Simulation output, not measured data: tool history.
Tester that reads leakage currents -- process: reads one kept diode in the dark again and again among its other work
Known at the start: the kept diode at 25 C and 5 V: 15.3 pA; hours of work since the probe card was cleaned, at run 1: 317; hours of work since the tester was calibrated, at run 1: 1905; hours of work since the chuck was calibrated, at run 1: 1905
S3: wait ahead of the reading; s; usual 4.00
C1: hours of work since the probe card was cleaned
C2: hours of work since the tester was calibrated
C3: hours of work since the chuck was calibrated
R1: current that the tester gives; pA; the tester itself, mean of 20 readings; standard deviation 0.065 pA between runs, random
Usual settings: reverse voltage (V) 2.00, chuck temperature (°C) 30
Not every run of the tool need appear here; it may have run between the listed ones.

{"run": 1, "day": 0.0, "reverse voltage (V)": 2.0, "chuck temperature (°C)": 30, "S3": 4.0, "C1": 317, "C2": 1905, "C3": 1905, "R1": 13.79}
{"run": 2, "day": 4.942, "reverse voltage (V)": 2.0, "chuck temperature (°C)": 41, "S3": 4.0, "C1": 402, "C2": 1990, "C3": 1990, "R1": 33.21}
{"run": 3, "day": 9.217, "reverse voltage (V)": 2.0, "chuck temperature (°C)": 30, "S3": 4.0, "C1": 476, "C2": 2064, "C3": 2064, "R1": 13.83}
{"run": 4, "day": 13.225, "reverse voltage (V)": 2.0, "chuck temperature (°C)": 30, "S3": 1.21, "C1": 545, "C2": 2133, "C3": 2133, "R1": 14.32}
{"run": 5, "day": 16.338, "reverse voltage (V)": 2.0, "chuck temperature (°C)": 30, "S3": 1.21, "C1": 598, "C2": 2186, "C3": 2186, "R1": 14.27}
{"run": 6, "day": 22.025, "reverse voltage (V)": 2.0, "chuck temperature (°C)": 30, "S3": 1.21, "C1": 696, "C2": 2284, "C3": 2284, "R1": 14.18}
{"day": 24.512, "done": "chuck's temperature calibrated"}
{"run": 7, "day": 27.188, "reverse voltage (V)": 2.0, "chuck temperature (°C)": 30, "S3": 1.21, "C1": 784, "C2": 2372, "C3": 46, "R1": 14.35}
{"run": 8, "day": 29.612, "reverse voltage (V)": 2.0, "chuck temperature (°C)": 30, "S3": 4.0, "C1": 825, "C2": 2413, "C3": 88, "R1": 13.65}
{"run": 9, "day": 34.617, "reverse voltage (V)": 2.0, "chuck temperature (°C)": 30, "S3": 4.0, "C1": 911, "C2": 2500, "C3": 174, "R1": 13.81}
{"run": 10, "day": 37.117, "reverse voltage (V)": 2.0, "chuck temperature (°C)": 30, "S3": 4.0, "C1": 954, "C2": 2542, "C3": 217, "R1": 13.72}
{"run": 11, "day": 40.125, "reverse voltage (V)": 2.0, "chuck temperature (°C)": 30, "S3": 4.0, "C1": 1006, "C2": 2594, "C3": 269, "R1": 13.72}
{"run": 12, "day": 44.358, "reverse voltage (V)": 2.0, "chuck temperature (°C)": 30, "S3": 4.0, "C1": 1079, "C2": 2667, "C3": 341, "R1": 13.77}
{"run": 13, "day": 50.229, "reverse voltage (V)": 2.0, "chuck temperature (°C)": 30, "S3": 0.55, "C1": 1180, "C2": 2768, "C3": 442, "R1": 15.03}
{"run": 14, "day": 53.129, "reverse voltage (V)": 2.0, "chuck temperature (°C)": 30, "S3": 0.55, "C1": 1230, "C2": 2818, "C3": 492, "R1": 15.16}
{"run": 15, "day": 57.196, "reverse voltage (V)": 2.0, "chuck temperature (°C)": 30, "S3": 0.6, "C1": 1300, "C2": 2888, "C3": 562, "R1": 14.87}
{"run": 16, "day": 61.258, "reverse voltage (V)": 2.0, "chuck temperature (°C)": 30, "S3": 4.0, "C1": 1370, "C2": 2958, "C3": 632, "R1": 13.83}
{"run": 17, "day": 65.433, "reverse voltage (V)": 2.0, "chuck temperature (°C)": 30, "S3": 4.0, "C1": 1442, "C2": 3030, "C3": 704, "R1": 13.72}
{"run": 18, "day": 68.642, "reverse voltage (V)": 2.0, "chuck temperature (°C)": 30, "S3": 4.0, "C1": 1497, "C2": 3085, "C3": 759, "R1": 13.84}
{"run": 19, "day": 72.958, "reverse voltage (V)": 2.0, "chuck temperature (°C)": 30, "S3": 4.0, "C1": 1571, "C2": 3159, "C3": 833, "R1": 13.68}
{"run": 20, "day": 76.329, "reverse voltage (V)": 1.19, "chuck temperature (°C)": 30, "S3": 4.0, "C1": 1629, "C2": 3217, "C3": 891, "R1": 10.08}
{"run": 21, "day": 79.488, "reverse voltage (V)": 9.05, "chuck temperature (°C)": 34, "S3": 0.42, "C1": 1683, "C2": 3271, "C3": 946, "R1": 54.89}
{"run": 22, "day": 82.312, "reverse voltage (V)": 12.01, "chuck temperature (°C)": 49, "S3": 4.92, "C1": 1732, "C2": 3320, "C3": 994, "R1": 177.86}
{"run": 23, "day": 87.062, "reverse voltage (V)": 3.75, "chuck temperature (°C)": 39, "S3": 6.73, "C1": 1814, "C2": 3402, "C3": 1076, "R1": 41.26}
{"run": 24, "day": 90.633, "reverse voltage (V)": 1.53, "chuck temperature (°C)": 45, "S3": 3.57, "C1": 1875, "C2": 3463, "C3": 1137, "R1": 38.37}
{"run": 25, "day": 93.462, "reverse voltage (V)": 1.51, "chuck temperature (°C)": 24, "S3": 7.61, "C1": 1924, "C2": 3512, "C3": 1186, "R1": 7.03}
{"run": 26, "day": 96.692, "reverse voltage (V)": 1.2, "chuck temperature (°C)": 37, "S3": 1.17, "C1": 1979, "C2": 3567, "C3": 1242, "R1": 18.11}
{"run": 27, "day": 101.112, "reverse voltage (V)": 1.2, "chuck temperature (°C)": 37, "S3": 1.17, "C1": 2055, "C2": 3643, "C3": 1318, "R1": 18.07}
{"run": 28, "day": 106.667, "reverse voltage (V)": 1.2, "chuck temperature (°C)": 37, "S3": 1.17, "C1": 2151, "C2": 3739, "C3": 1413, "R1": 18.06}
{"run": 29, "day": 109.596, "reverse voltage (V)": 5.0, "chuck temperature (°C)": 36, "S3": 4.03, "C1": 2201, "C2": 3789, "C3": 1464, "R1": 38.96}
{"run": 30, "day": 113.6, "reverse voltage (V)": 3.51, "chuck temperature (°C)": 45, "S3": 5.49, "C1": 2270, "C2": 3858, "C3": 1533, "R1": 62.59}
{"run": 31, "day": 116.375, "reverse voltage (V)": 3.51, "chuck temperature (°C)": 45, "S3": 5.49, "C1": 2318, "C2": 3906, "C3": 1580, "R1": 62.95}
{"run": 32, "day": 121.271, "reverse voltage (V)": 3.51, "chuck temperature (°C)": 27, "S3": 8.63, "C1": 2402, "C2": 3990, "C3": 1665, "R1": 15.1}
{"run": 33, "day": 126.267, "reverse voltage (V)": 1.22, "chuck temperature (°C)": 33, "S3": 6.32, "C1": 2488, "C2": 4076, "C3": 1750, "R1": 12.88}
{"run": 34, "day": 132.112, "reverse voltage (V)": 16.37, "chuck temperature (°C)": 22, "S3": 3.87, "C1": 2589, "C2": 4177, "C3": 1851, "R1": 25.98}
{"run": 35, "day": 134.771, "reverse voltage (V)": 7.35, "chuck temperature (°C)": 22, "S3": 2.95, "C1": 2634, "C2": 4222, "C3": 1897, "R1": 16.02}
{"run": 36, "day": 139.262, "reverse voltage (V)": 5.44, "chuck temperature (°C)": 28, "S3": 0.41, "C1": 2712, "C2": 4300, "C3": 1974, "R1": 26.13}
{"run": 37, "day": 144.683, "reverse voltage (V)": 3.68, "chuck temperature (°C)": 42, "S3": 4.0, "C1": 2805, "C2": 4393, "C3": 2067, "R1": 51.54}
{"run": 38, "day": 149.367, "reverse voltage (V)": 8.59, "chuck temperature (°C)": 39, "S3": 3.73, "C1": 2885, "C2": 4474, "C3": 2148, "R1": 68.49}

4 ways to go on from here, each from the tool as it stands after run 38. What would each give?
{"day": 153.5, "done": "tester calibrated"}
{"run": "A", "day": 155.304, "reverse voltage (V)": 3.96, "chuck temperature (°C)": 23, "S3": 1.78, "C1": 2986, "C2": 31, "C3": 2249, "R1": "?"}
{"day": 153.5, "done": "tester calibrated"}
{"run": "B", "day": 155.304, "reverse voltage (V)": 6.66, "chuck temperature (°C)": 42, "S3": 0.41, "C1": 2986, "C2": 31, "C3": 2249, "R1": "?"}
{"day": 153.5, "done": "tester calibrated"}
{"run": "C", "day": 155.304, "reverse voltage (V)": 8.59, "chuck temperature (°C)": 36, "S3": 3.73, "C1": 2986, "C2": 31, "C3": 2249, "R1": "?"}
{"day": 153.5, "done": "tester calibrated"}
{"run": "D", "day": 155.304, "reverse voltage (V)": 2.53, "chuck temperature (°C)": 30, "S3": 1.22, "C1": 2986, "C2": 31, "C3": 2249, "R1": "?"}

run=A R1=12.16
run=B R1=79.86
run=C R1=54.12
run=D R1=16.42
The same runs, with their run-to-run variation unchanged, on a tool lacking any hidden condition would have given:
run=A R1=12.14
run=B R1=79.79
run=C R1=54.06
run=D R1=16.40
